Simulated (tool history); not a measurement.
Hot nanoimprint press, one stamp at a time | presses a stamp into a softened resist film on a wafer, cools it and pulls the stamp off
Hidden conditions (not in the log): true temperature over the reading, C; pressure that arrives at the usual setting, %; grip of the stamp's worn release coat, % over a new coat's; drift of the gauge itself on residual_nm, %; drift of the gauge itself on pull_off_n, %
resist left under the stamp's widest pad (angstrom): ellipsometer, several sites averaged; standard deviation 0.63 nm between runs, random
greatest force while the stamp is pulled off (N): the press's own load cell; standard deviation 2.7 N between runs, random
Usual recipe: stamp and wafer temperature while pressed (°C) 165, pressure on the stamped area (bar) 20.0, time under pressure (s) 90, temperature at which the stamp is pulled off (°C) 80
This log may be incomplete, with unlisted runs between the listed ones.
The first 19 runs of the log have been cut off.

run,hour,stamp and wafer temperature while pressed (°C),pressure on the stamped area (bar),time under pressure (s),temperature at which the stamp is pulled off (°C),hours of work since the thermocouple was calibrated,imprints on the stamp's release coat,hours of work since the press's seals were changed,resist left under the stamp's widest pad (angstrom),greatest force while the stamp is pulled off (N)
20,1253.3,162,21.8,55,75,132,695,923,1998,249
# hour 1267.8: stamp cleaned and given a new release coat
21,1329.5,162,21.8,52,85,175,265,966,2065,200
22,1372.4,166,21.8,64,74,202,449,992,1681,231
# hour 1439.5: stamp cleaned and given a new release coat
23,1439.5,166,21.8,64,74,239,0,1029,1693,204
24,1511.0,166,21.8,64,74,283,307,1073,1700,222
25,1551.8,170,25.5,65,71,308,482,1098,1365,241
26,1601.3,159,26.6,63,74,338,694,1128,2024,249
# hour 1613.5: stamp cleaned and given a new release coat
# hour 1622.8: plate thermocouple calibrated
27,1666.0,174,32.0,179,74,26,213,1162,686,208
28,1719.2,159,20.0,64,80,59,441,1195,2218,214
29,1758.7,157,16.9,90,69,83,611,1219,2248,245
# hour 1795.0: stamp cleaned and given a new release coat
30,1823.9,157,23.7,71,83,119,124,1255,2163,194

Here are 3 independent what-if runs from the current tool condition. What would each one return?
A,1866.8,156,20.0,105,85,146,309,1282,?,?
B,1866.8,165,20.0,90,79,146,309,1282,?,?
C,1866.8,165,25.6,90,80,146,309,1282,?,?

run,resist left under the stamp's widest pad (angstrom),greatest force while the stamp is pulled off (N)
A,2094,197
B,1603,212
C,1449,211
Had the tool no hidden state, the same runs would have come out as:
run,resist left under the stamp's widest pad (angstrom),greatest force while the stamp is pulled off (N)
A,1961,179
B,1492,192
C,1323,191
